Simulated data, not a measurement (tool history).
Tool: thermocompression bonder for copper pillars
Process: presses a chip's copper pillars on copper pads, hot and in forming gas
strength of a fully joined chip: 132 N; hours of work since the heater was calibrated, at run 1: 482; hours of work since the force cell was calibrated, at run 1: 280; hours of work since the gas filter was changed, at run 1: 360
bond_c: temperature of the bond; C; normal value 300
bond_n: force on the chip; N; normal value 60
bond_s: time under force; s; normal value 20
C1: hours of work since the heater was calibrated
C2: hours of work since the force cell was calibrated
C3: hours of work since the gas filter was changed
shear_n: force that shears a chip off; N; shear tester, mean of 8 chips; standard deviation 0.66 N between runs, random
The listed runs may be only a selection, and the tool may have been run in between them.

run 1 hour=0.0 | bond_c=300 bond_n=60 bond_s=20 | C1=482 C2=280 C3=360 | shear_n=59.0
run 2 hour=5.6 | bond_c=300 bond_n=60 bond_s=20 | C1=486 C2=285 C3=364 | shear_n=57.0
run 3 hour=14.7 | bond_c=300 bond_n=60 bond_s=20 | C1=492 C2=291 C3=370 | shear_n=58.8
run 4 hour=22.3 | bond_c=300 bond_n=60 bond_s=20 | C1=498 C2=297 C3=376 | shear_n=57.4
run 5 hour=30.5 | bond_c=300 bond_n=76 bond_s=20 | C1=504 C2=303 C3=382 | shear_n=71.2
run 6 hour=40.8 | bond_c=286 bond_n=60 bond_s=20 | C1=511 C2=310 C3=389 | shear_n=48.3
run 7 hour=46.6 | bond_c=286 bond_n=60 bond_s=20 | C1=515 C2=314 C3=393 | shear_n=46.8
run 8 hour=53.0 | bond_c=286 bond_n=60 bond_s=20 | C1=520 C2=319 C3=398 | shear_n=47.4
run 9 hour=58.3 | bond_c=286 bond_n=51 bond_s=37 | C1=524 C2=323 C3=402 | shear_n=52.5
run 10 hour=63.1 | bond_c=286 bond_n=40 bond_s=11 | C1=527 C2=326 C3=405 | shear_n=23.9
run 11 hour=70.9 | bond_c=307 bond_n=60 bond_s=20 | C1=533 C2=332 C3=411 | shear_n=61.9
run 12 hour=75.4 | bond_c=300 bond_n=89 bond_s=20 | C1=536 C2=335 C3=414 | shear_n=80.0
run 13 hour=84.1 | bond_c=300 bond_n=89 bond_s=20 | C1=542 C2=341 C3=421 | shear_n=80.0
run 14 hour=93.8 | bond_c=300 bond_n=89 bond_s=20 | C1=549 C2=348 C3=428 | shear_n=79.8
run 15 hour=98.2 | bond_c=317 bond_n=60 bond_s=23 | C1=553 C2=352 C3=431 | shear_n=74.8

Here are 4 independent what-if runs from the current tool condition. What would each one return?
run A hour=105.1 | bond_c=303 bond_n=60 bond_s=23 | C1=558 C2=357 C3=436 | shear_n=?
run B hour=105.1 | bond_c=327 bond_n=52 bond_s=19 | C1=558 C2=357 C3=436 | shear_n=?
run C hour=105.1 | bond_c=278 bond_n=71 bond_s=18 | C1=558 C2=357 C3=436 | shear_n=?
run D hour=105.1 | bond_c=325 bond_n=88 bond_s=53 | C1=558 C2=357 C3=436 | shear_n=?

run=A shear_n=63.6
run=B shear_n=70.6
run=C shear_n=48.0
run=D shear_n=118.6
What these runs would have given with no unlogged condition in the tool:
run=A shear_n=63.3
run=B shear_n=70.3
run=C shear_n=47.7
run=D shear_n=118.7
